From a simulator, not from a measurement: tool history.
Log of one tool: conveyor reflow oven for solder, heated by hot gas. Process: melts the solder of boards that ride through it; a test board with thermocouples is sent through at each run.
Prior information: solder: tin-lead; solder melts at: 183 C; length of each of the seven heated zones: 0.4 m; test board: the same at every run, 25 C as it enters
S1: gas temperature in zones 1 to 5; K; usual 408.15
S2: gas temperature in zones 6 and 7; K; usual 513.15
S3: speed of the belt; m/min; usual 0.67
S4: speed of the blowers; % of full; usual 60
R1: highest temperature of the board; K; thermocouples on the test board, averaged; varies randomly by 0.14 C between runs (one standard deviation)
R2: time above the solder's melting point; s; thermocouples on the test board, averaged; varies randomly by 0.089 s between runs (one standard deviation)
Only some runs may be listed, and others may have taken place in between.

{"run": 1, "hour": 0.0, "S1": 408.15, "S2": 513.15, "S3": 0.67, "S4": 60, "R1": 495.55, "R2": 56.54}
{"run": 2, "hour": 6.7, "S1": 408.15, "S2": 513.15, "S3": 0.67, "S4": 60, "R1": 495.85, "R2": 56.76}
{"run": 3, "hour": 15.7, "S1": 408.15, "S2": 513.15, "S3": 0.67, "S4": 60, "R1": 495.55, "R2": 56.83}
{"run": 4, "hour": 25.1, "S1": 408.15, "S2": 513.15, "S3": 0.67, "S4": 69, "R1": 497.05, "R2": 57.72}
{"run": 5, "hour": 31.5, "S1": 408.15, "S2": 513.15, "S3": 0.67, "S4": 60, "R1": 495.25, "R2": 56.57}
{"run": 6, "hour": 40.9, "S1": 408.15, "S2": 513.15, "S3": 0.67, "S4": 60, "R1": 495.45, "R2": 56.72}
{"run": 7, "hour": 47.7, "S1": 408.15, "S2": 513.15, "S3": 0.67, "S4": 60, "R1": 495.55, "R2": 56.6}
{"run": 8, "hour": 55.0, "S1": 408.15, "S2": 513.15, "S3": 0.67, "S4": 60, "R1": 495.35, "R2": 56.49}
{"hour": 60.2, "done": "belt drive overhauled, speed set with a stopwatch"}
{"run": 9, "hour": 69.4, "S1": 414.15, "S2": 513.15, "S3": 0.67, "S4": 60, "R1": 496.25, "R2": 59.15}
{"run": 10, "hour": 78.2, "S1": 405.15, "S2": 513.15, "S3": 0.67, "S4": 53, "R1": 493.45, "R2": 54.23}
{"run": 11, "hour": 87.6, "S1": 408.15, "S2": 524.15, "S3": 0.67, "S4": 60, "R1": 505.05, "R2": 62.24}
{"run": 12, "hour": 98.2, "S1": 408.15, "S2": 510.15, "S3": 0.711, "S4": 60, "R1": 490.75, "R2": 50.2}
{"run": 13, "hour": 110.1, "S1": 408.15, "S2": 513.15, "S3": 0.603, "S4": 60, "R1": 498.95, "R2": 65.6}
{"run": 14, "hour": 119.1, "S1": 408.15, "S2": 514.15, "S3": 0.775, "S4": 60, "R1": 491.05, "R2": 45.72}
{"run": 15, "hour": 131.1, "S1": 403.15, "S2": 519.15, "S3": 0.641, "S4": 60, "R1": 501.45, "R2": 61.6}
{"hour": 135.8, "done": "belt drive overhauled, speed set with a stopwatch, once more"}
{"run": 16, "hour": 140.5, "S1": 403.15, "S2": 519.15, "S3": 0.641, "S4": 60, "R1": 501.15, "R2": 61.04}
{"run": 17, "hour": 152.1, "S1": 403.15, "S2": 519.15, "S3": 0.641, "S4": 60, "R1": 501.05, "R2": 60.98}

Below are 5 alternative next runs, each starting from the tool's condition after run 17. Predict each:
{"run": "A", "hour": 159.6, "S1": 408.15, "S2": 514.15, "S3": 0.67, "S4": 72, "R1": "?", "R2": "?"}
{"run": "B", "hour": 159.6, "S1": 403.15, "S2": 519.15, "S3": 0.562, "S4": 60, "R1": "?", "R2": "?"}
{"run": "C", "hour": 159.6, "S1": 408.15, "S2": 513.15, "S3": 0.67, "S4": 78, "R1": "?", "R2": "?"}
{"run": "D", "hour": 159.6, "S1": 420.15, "S2": 505.15, "S3": 0.727, "S4": 60, "R1": "?", "R2": "?"}
{"run": "E", "hour": 159.6, "S1": 405.15, "S2": 519.15, "S3": 0.681, "S4": 60, "R1": "?", "R2": "?"}

run=A R1=497.95 R2=58.13
run=B R1=505.05 R2=72.54
run=C R1=497.65 R2=58.21
run=D R1=487.65 R2=50.64
run=E R1=499.25 R2=56.45
With no hidden state in the tool, these same runs would have given:
run=A R1=500.25 R2=59.45
run=B R1=507.35 R2=73.79
run=C R1=499.95 R2=59.53
run=D R1=489.75 R2=52.19
run=E R1=501.55 R2=57.77
